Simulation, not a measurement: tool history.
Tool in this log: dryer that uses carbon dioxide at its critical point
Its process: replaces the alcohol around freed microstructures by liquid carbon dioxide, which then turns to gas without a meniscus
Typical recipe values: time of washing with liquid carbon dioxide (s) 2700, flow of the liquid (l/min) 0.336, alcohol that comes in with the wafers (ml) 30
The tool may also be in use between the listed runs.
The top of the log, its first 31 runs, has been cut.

run,hour,time of washing with liquid carbon dioxide (s),flow of the liquid (l/min),alcohol that comes in with the wafers (ml),hours of work since the filter was changed,hours of work since the purifier's bed was changed,alcohol left in the vessel before it's heated (ppm by volume)
32,587.9,3420,0.254,36,257,336,88
33,604.2,3420,0.237,58,266,345,144
34,629.2,3420,0.237,58,280,359,141
35,641.1,2700,0.434,42,286,365,65
36,653.7,2520,0.336,30,293,372,99
37,675.5,2520,0.336,30,305,384,91
38,702.5,3360,0.458,32,320,399,59
39,717.2,3360,0.458,32,328,407,66
40,742.3,3360,0.458,32,342,420,56
41,758.1,3360,0.458,32,350,429,61
42,771.1,3360,0.458,32,357,436,64
43,788,3360,0.458,32,367,445,50
44,807,3360,0.458,32,377,456,62
45,822.2,3360,0.336,48,385,464,68
46,840.3,1920,0.492,48,395,474,95

4 ways to go on from here, each from the tool as it stands after run 46. What would each give?
A,860.8,4140,0.5,48,406,485,?
B,860.8,3540,0.492,48,406,485,?
C,860.8,3000,0.504,62,406,485,?
D,860.8,1920,0.224,30,406,485,?

run,alcohol left in the vessel before it's heated (ppm by volume)
A,72
B,69
C,72
D,807
Take away the tool's hidden state, keep each run's random variation, and the runs would have read:
run,alcohol left in the vessel before it's heated (ppm by volume)
A,10
B,8
C,11
D,651
